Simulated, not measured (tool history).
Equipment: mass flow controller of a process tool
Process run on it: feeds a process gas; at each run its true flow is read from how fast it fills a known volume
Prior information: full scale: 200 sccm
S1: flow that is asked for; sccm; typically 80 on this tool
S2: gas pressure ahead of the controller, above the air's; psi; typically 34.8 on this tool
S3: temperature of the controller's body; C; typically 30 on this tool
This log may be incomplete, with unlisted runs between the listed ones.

{"run": 1, "hour": 0.0, "S1": 80, "S2": 34.8, "S3": 30, "true flow (%)": 98.22}
{"run": 2, "hour": 107.4, "S1": 80, "S2": 34.8, "S3": 30, "true flow (%)": 98.14}
{"run": 3, "hour": 167.9, "S1": 80, "S2": 34.8, "S3": 30, "true flow (%)": 98.09}
{"run": 4, "hour": 239.1, "S1": 80, "S2": 34.8, "S3": 30, "true flow (%)": 97.98}
{"run": 5, "hour": 331.9, "S1": 48, "S2": 34.8, "S3": 30, "true flow (%)": 97.5}
{"run": 6, "hour": 435.8, "S1": 80, "S2": 34.8, "S3": 38, "true flow (%)": 97.45}
{"run": 7, "hour": 495.0, "S1": 80, "S2": 34.8, "S3": 38, "true flow (%)": 97.57}
{"run": 8, "hour": 577.1, "S1": 80, "S2": 21.5, "S3": 38, "true flow (%)": 97.65}
{"run": 9, "hour": 626.7, "S1": 80, "S2": 21.5, "S3": 38, "true flow (%)": 97.74}
{"run": 10, "hour": 699.5, "S1": 80, "S2": 21.5, "S3": 38, "true flow (%)": 97.67}
{"run": 11, "hour": 806.5, "S1": 27, "S2": 34.8, "S3": 30, "true flow (%)": 96.99}
{"run": 12, "hour": 889.4, "S1": 27, "S2": 34.8, "S3": 30, "true flow (%)": 97.04}
{"run": 13, "hour": 989.7, "S1": 27, "S2": 34.8, "S3": 30, "true flow (%)": 96.88}
{"run": 14, "hour": 1084.6, "S1": 84, "S2": 34.8, "S3": 39, "true flow (%)": 97.49}
{"run": 15, "hour": 1200.8, "S1": 62, "S2": 31.6, "S3": 29, "true flow (%)": 97.56}
{"run": 16, "hour": 1315.5, "S1": 80, "S2": 33.1, "S3": 21, "true flow (%)": 98.33}
{"run": 17, "hour": 1381.6, "S1": 48, "S2": 26.3, "S3": 21, "true flow (%)": 97.91}
{"run": 18, "hour": 1492.0, "S1": 79, "S2": 23.8, "S3": 36, "true flow (%)": 97.54}
{"run": 19, "hour": 1587.7, "S1": 80, "S2": 24.1, "S3": 21, "true flow (%)": 98.45}
{"run": 20, "hour": 1646.8, "S1": 191, "S2": 34.8, "S3": 31, "true flow (%)": 99.11}
{"run": 21, "hour": 1709.5, "S1": 191, "S2": 34.8, "S3": 31, "true flow (%)": 99.3}
{"run": 22, "hour": 1788.8, "S1": 162, "S2": 24.1, "S3": 31, "true flow (%)": 98.97}
{"run": 23, "hour": 1876.1, "S1": 162, "S2": 24.1, "S3": 31, "true flow (%)": 98.98}
{"run": 24, "hour": 1944.6, "S1": 93, "S2": 35.0, "S3": 35, "true flow (%)": 97.55}

What if the next run were any one of these 4? Each begins from the tool's condition after run 24:
{"run": "A", "hour": 2004.9, "S1": 100, "S2": 20.3, "S3": 26, "true flow (%)": "?"}
{"run": "B", "hour": 2004.9, "S1": 93, "S2": 21.0, "S3": 35, "true flow (%)": "?"}
{"run": "C", "hour": 2004.9, "S1": 105, "S2": 35.1, "S3": 33, "true flow (%)": "?"}
{"run": "D", "hour": 2004.9, "S1": 80, "S2": 34.8, "S3": 34, "true flow (%)": "?"}

run=A true_flow_(%)=98.46
run=B true_flow_(%)=97.82
run=C true_flow_(%)=97.90
run=D true_flow_(%)=97.30
Had the tool no hidden state, the same runs would have come out as:
run=A true_flow_(%)=98.81
run=B true_flow_(%)=98.19
run=C true_flow_(%)=98.23
run=D true_flow_(%)=97.71
